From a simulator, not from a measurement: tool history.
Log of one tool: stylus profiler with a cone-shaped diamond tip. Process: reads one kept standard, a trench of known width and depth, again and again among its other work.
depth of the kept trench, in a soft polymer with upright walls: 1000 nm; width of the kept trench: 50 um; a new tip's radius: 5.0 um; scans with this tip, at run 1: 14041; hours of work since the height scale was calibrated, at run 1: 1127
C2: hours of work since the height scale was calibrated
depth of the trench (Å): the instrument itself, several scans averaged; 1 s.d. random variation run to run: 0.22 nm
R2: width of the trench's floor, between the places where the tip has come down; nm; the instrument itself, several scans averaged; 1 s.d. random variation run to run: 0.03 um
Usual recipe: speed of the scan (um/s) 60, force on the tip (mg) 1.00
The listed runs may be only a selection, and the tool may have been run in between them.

{"run": 1, "hour": 0.0, "speed of the scan (um/s)": 60, "force on the tip (mg)": 1.0, "scans with this tip": 14041, "C2": 1127, "depth of the trench (Å)": 9981.4, "R2": 40560}
{"run": 2, "hour": 24.2, "speed of the scan (um/s)": 60, "force on the tip (mg)": 1.0, "scans with this tip": 14211, "C2": 1141, "depth of the trench (Å)": 9982.0, "R2": 40530}
{"run": 3, "hour": 48.7, "speed of the scan (um/s)": 60, "force on the tip (mg)": 1.0, "scans with this tip": 14383, "C2": 1154, "depth of the trench (Å)": 9983.0, "R2": 40440}
{"run": 4, "hour": 96.1, "speed of the scan (um/s)": 60, "force on the tip (mg)": 1.0, "scans with this tip": 14716, "C2": 1181, "depth of the trench (Å)": 9982.8, "R2": 40400}
{"run": 5, "hour": 144.4, "speed of the scan (um/s)": 60, "force on the tip (mg)": 1.0, "scans with this tip": 15056, "C2": 1208, "depth of the trench (Å)": 9985.0, "R2": 40400}
{"run": 6, "hour": 190.5, "speed of the scan (um/s)": 60, "force on the tip (mg)": 1.0, "scans with this tip": 15379, "C2": 1234, "depth of the trench (Å)": 9978.5, "R2": 40250}
{"hour": 202.7, "done": "new tip fitted, height scale calibrated"}
{"run": 7, "hour": 238.3, "speed of the scan (um/s)": 60, "force on the tip (mg)": 1.0, "scans with this tip": 250, "C2": 20, "depth of the trench (Å)": 10027.1, "R2": 43320}
{"run": 8, "hour": 272.4, "speed of the scan (um/s)": 60, "force on the tip (mg)": 1.0, "scans with this tip": 490, "C2": 39, "depth of the trench (Å)": 10026.6, "R2": 43240}
{"run": 9, "hour": 306.7, "speed of the scan (um/s)": 60, "force on the tip (mg)": 1.0, "scans with this tip": 731, "C2": 59, "depth of the trench (Å)": 10029.7, "R2": 43170}
{"run": 10, "hour": 336.8, "speed of the scan (um/s)": 60, "force on the tip (mg)": 1.86, "scans with this tip": 942, "C2": 76, "depth of the trench (Å)": 10040.8, "R2": 43270}
{"run": 11, "hour": 379.5, "speed of the scan (um/s)": 60, "force on the tip (mg)": 0.52, "scans with this tip": 1243, "C2": 100, "depth of the trench (Å)": 10011.8, "R2": 42850}
{"run": 12, "hour": 429.3, "speed of the scan (um/s)": 60, "force on the tip (mg)": 0.52, "scans with this tip": 1592, "C2": 128, "depth of the trench (Å)": 10010.8, "R2": 42790}
{"run": 13, "hour": 469.8, "speed of the scan (um/s)": 60, "force on the tip (mg)": 0.52, "scans with this tip": 1877, "C2": 151, "depth of the trench (Å)": 10005.7, "R2": 42660}
{"run": 14, "hour": 511.2, "speed of the scan (um/s)": 68, "force on the tip (mg)": 1.0, "scans with this tip": 2168, "C2": 174, "depth of the trench (Å)": 10023.9, "R2": 42780}
{"run": 15, "hour": 560.8, "speed of the scan (um/s)": 68, "force on the tip (mg)": 1.0, "scans with this tip": 2516, "C2": 202, "depth of the trench (Å)": 10022.5, "R2": 42700}
{"run": 16, "hour": 610.0, "speed of the scan (um/s)": 68, "force on the tip (mg)": 1.0, "scans with this tip": 2862, "C2": 230, "depth of the trench (Å)": 10018.0, "R2": 42570}
{"run": 17, "hour": 635.8, "speed of the scan (um/s)": 68, "force on the tip (mg)": 1.0, "scans with this tip": 3044, "C2": 244, "depth of the trench (Å)": 10023.7, "R2": 42560}
{"run": 18, "hour": 677.0, "speed of the scan (um/s)": 68, "force on the tip (mg)": 1.0, "scans with this tip": 3333, "C2": 268, "depth of the trench (Å)": 10018.5, "R2": 42520}
{"run": 19, "hour": 712.8, "speed of the scan (um/s)": 68, "force on the tip (mg)": 1.13, "scans with this tip": 3585, "C2": 288, "depth of the trench (Å)": 10023.5, "R2": 42480}
{"run": 20, "hour": 753.4, "speed of the scan (um/s)": 68, "force on the tip (mg)": 1.13, "scans with this tip": 3870, "C2": 311, "depth of the trench (Å)": 10020.7, "R2": 42370}
{"run": 21, "hour": 784.6, "speed of the scan (um/s)": 68, "force on the tip (mg)": 1.13, "scans with this tip": 4089, "C2": 328, "depth of the trench (Å)": 10019.3, "R2": 42300}
{"run": 22, "hour": 827.8, "speed of the scan (um/s)": 60, "force on the tip (mg)": 1.0, "scans with this tip": 4393, "C2": 353, "depth of the trench (Å)": 10013.4, "R2": 42320}
{"run": 23, "hour": 850.4, "speed of the scan (um/s)": 60, "force on the tip (mg)": 1.0, "scans with this tip": 4551, "C2": 365, "depth of the trench (Å)": 10020.1, "R2": 42270}
{"run": 24, "hour": 873.1, "speed of the scan (um/s)": 44, "force on the tip (mg)": 0.53, "scans with this tip": 4711, "C2": 378, "depth of the trench (Å)": 10003.7, "R2": 42230}
{"run": 25, "hour": 912.9, "speed of the scan (um/s)": 31, "force on the tip (mg)": 0.91, "scans with this tip": 4991, "C2": 401, "depth of the trench (Å)": 10013.1, "R2": 42450}
{"run": 26, "hour": 936.5, "speed of the scan (um/s)": 31, "force on the tip (mg)": 0.91, "scans with this tip": 5157, "C2": 414, "depth of the trench (Å)": 10016.3, "R2": 42380}
{"run": 27, "hour": 987.3, "speed of the scan (um/s)": 27, "force on the tip (mg)": 0.35, "scans with this tip": 5513, "C2": 442, "depth of the trench (Å)": 9999.1, "R2": 42160}
{"run": 28, "hour": 1025.6, "speed of the scan (um/s)": 159, "force on the tip (mg)": 1.09, "scans with this tip": 5783, "C2": 464, "depth of the trench (Å)": 10011.4, "R2": 41040}
{"run": 29, "hour": 1074.5, "speed of the scan (um/s)": 60, "force on the tip (mg)": 1.08, "scans with this tip": 6126, "C2": 492, "depth of the trench (Å)": 10008.9, "R2": 41950}
{"run": 30, "hour": 1103.0, "speed of the scan (um/s)": 60, "force on the tip (mg)": 1.08, "scans with this tip": 6327, "C2": 508, "depth of the trench (Å)": 10011.5, "R2": 41880}
{"run": 31, "hour": 1130.8, "speed of the scan (um/s)": 60, "force on the tip (mg)": 1.08, "scans with this tip": 6522, "C2": 523, "depth of the trench (Å)": 10007.6, "R2": 41910}
{"run": 32, "hour": 1158.5, "speed of the scan (um/s)": 60, "force on the tip (mg)": 1.08, "scans with this tip": 6716, "C2": 539, "depth of the trench (Å)": 10011.5, "R2": 41780}
{"run": 33, "hour": 1193.5, "speed of the scan (um/s)": 116, "force on the tip (mg)": 1.0, "scans with this tip": 6962, "C2": 559, "depth of the trench (Å)": 10008.6, "R2": 41220}
{"run": 34, "hour": 1223.3, "speed of the scan (um/s)": 95, "force on the tip (mg)": 1.38, "scans with this tip": 7172, "C2": 576, "depth of the trench (Å)": 10012.1, "R2": 41490}
{"run": 35, "hour": 1254.8, "speed of the scan (um/s)": 54, "force on the tip (mg)": 0.74, "scans with this tip": 7393, "C2": 593, "depth of the trench (Å)": 10002.7, "R2": 41580}
{"run": 36, "hour": 1284.8, "speed of the scan (um/s)": 54, "force on the tip (mg)": 0.74, "scans with this tip": 7604, "C2": 610, "depth of the trench (Å)": 9999.5, "R2": 41590}
{"run": 37, "hour": 1329.3, "speed of the scan (um/s)": 144, "force on the tip (mg)": 2.01, "scans with this tip": 7917, "C2": 635, "depth of the trench (Å)": 10025.2, "R2": 41110}
{"run": 38, "hour": 1368.0, "speed of the scan (um/s)": 201, "force on the tip (mg)": 0.9, "scans with this tip": 8189, "C2": 657, "depth of the trench (Å)": 10000.8, "R2": 39990}
{"run": 39, "hour": 1406.7, "speed of the scan (um/s)": 85, "force on the tip (mg)": 0.77, "scans with this tip": 8461, "C2": 679, "depth of the trench (Å)": 10000.8, "R2": 41100}
{"run": 40, "hour": 1430.5, "speed of the scan (um/s)": 103, "force on the tip (mg)": 0.41, "scans with this tip": 8628, "C2": 692, "depth of the trench (Å)": 9992.7, "R2": 40410}
{"run": 41, "hour": 1451.9, "speed of the scan (um/s)": 90, "force on the tip (mg)": 2.3, "scans with this tip": 8778, "C2": 704, "depth of the trench (Å)": 10027.0, "R2": 41380}
{"run": 42, "hour": 1479.2, "speed of the scan (um/s)": 21, "force on the tip (mg)": 1.02, "scans with this tip": 8970, "C2": 720, "depth of the trench (Å)": 10003.3, "R2": 41780}
{"run": 43, "hour": 1502.3, "speed of the scan (um/s)": 16, "force on the tip (mg)": 2.75, "scans with this tip": 9133, "C2": 733, "depth of the trench (Å)": 10030.4, "R2": 41780}
{"run": 44, "hour": 1525.9, "speed of the scan (um/s)": 27, "force on the tip (mg)": 0.87, "scans with this tip": 9299, "C2": 746, "depth of the trench (Å)": 9999.7, "R2": 41570}
{"run": 45, "hour": 1571.5, "speed of the scan (um/s)": 81, "force on the tip (mg)": 1.77, "scans with this tip": 9619, "C2": 772, "depth of the trench (Å)": 10017.8, "R2": 41150}

For each run, the measured value with the value that run would have given without the tool's hidden condition subtracted. The run-to-run variation is shared by both, the gauge scatter possibly not:
Unlogged tool condition in this case: radius of the tip, um; height scale over the true one, %; drift of the gauge itself on depth_nm, %; drift of the gauge itself on floor_um, %.
run=1 depth_of_the_trench_(Å)=-45.5 R2=-2880
run=2 depth_of_the_trench_(Å)=-46.1 R2=-2920
run=3 depth_of_the_trench_(Å)=-46.5 R2=-2950
run=4 depth_of_the_trench_(Å)=-47.4 R2=-3010
run=5 depth_of_the_trench_(Å)=-48.5 R2=-3070
run=6 depth_of_the_trench_(Å)=-49.4 R2=-3130
run=7 depth_of_the_trench_(Å)=-1.5 R2=-80
run=8 depth_of_the_trench_(Å)=-2.3 R2=-150
run=9 depth_of_the_trench_(Å)=-3.1 R2=-210
run=10 depth_of_the_trench_(Å)=-3.7 R2=-260
run=11 depth_of_the_trench_(Å)=-4.5 R2=-340
run=12 depth_of_the_trench_(Å)=-5.6 R2=-430
run=13 depth_of_the_trench_(Å)=-6.4 R2=-510
run=14 depth_of_the_trench_(Å)=-7.2 R2=-580
run=15 depth_of_the_trench_(Å)=-8.1 R2=-660
run=16 depth_of_the_trench_(Å)=-9.1 R2=-750
run=17 depth_of_the_trench_(Å)=-9.7 R2=-790
run=18 depth_of_the_trench_(Å)=-10.4 R2=-860
run=19 depth_of_the_trench_(Å)=-11.2 R2=-920
run=20 depth_of_the_trench_(Å)=-12.1 R2=-990
run=21 depth_of_the_trench_(Å)=-12.8 R2=-1040
run=22 depth_of_the_trench_(Å)=-13.6 R2=-1100
run=23 depth_of_the_trench_(Å)=-14.2 R2=-1140
run=24 depth_of_the_trench_(Å)=-14.7 R2=-1180
run=25 depth_of_the_trench_(Å)=-15.5 R2=-1240
run=26 depth_of_the_trench_(Å)=-16.0 R2=-1280
run=27 depth_of_the_trench_(Å)=-17.0 R2=-1360
run=28 depth_of_the_trench_(Å)=-17.8 R2=-1430
run=29 depth_of_the_trench_(Å)=-18.8 R2=-1500
run=30 depth_of_the_trench_(Å)=-19.4 R2=-1540
run=31 depth_of_the_trench_(Å)=-20.1 R2=-1580
run=32 depth_of_the_trench_(Å)=-20.6 R2=-1630
run=33 depth_of_the_trench_(Å)=-21.4 R2=-1670
run=34 depth_of_the_trench_(Å)=-22.0 R2=-1710
run=35 depth_of_the_trench_(Å)=-22.6 R2=-1760
run=36 depth_of_the_trench_(Å)=-23.3 R2=-1800
run=37 depth_of_the_trench_(Å)=-24.4 R2=-1870
run=38 depth_of_the_trench_(Å)=-25.1 R2=-1920
run=39 depth_of_the_trench_(Å)=-25.8 R2=-1980
run=40 depth_of_the_trench_(Å)=-26.4 R2=-2010
run=41 depth_of_the_trench_(Å)=-27.0 R2=-2040
run=42 depth_of_the_trench_(Å)=-27.4 R2=-2090
run=43 depth_of_the_trench_(Å)=-28.0 R2=-2120
run=44 depth_of_the_trench_(Å)=-28.4 R2=-2160
run=45 depth_of_the_trench_(Å)=-29.5 R2=-2220
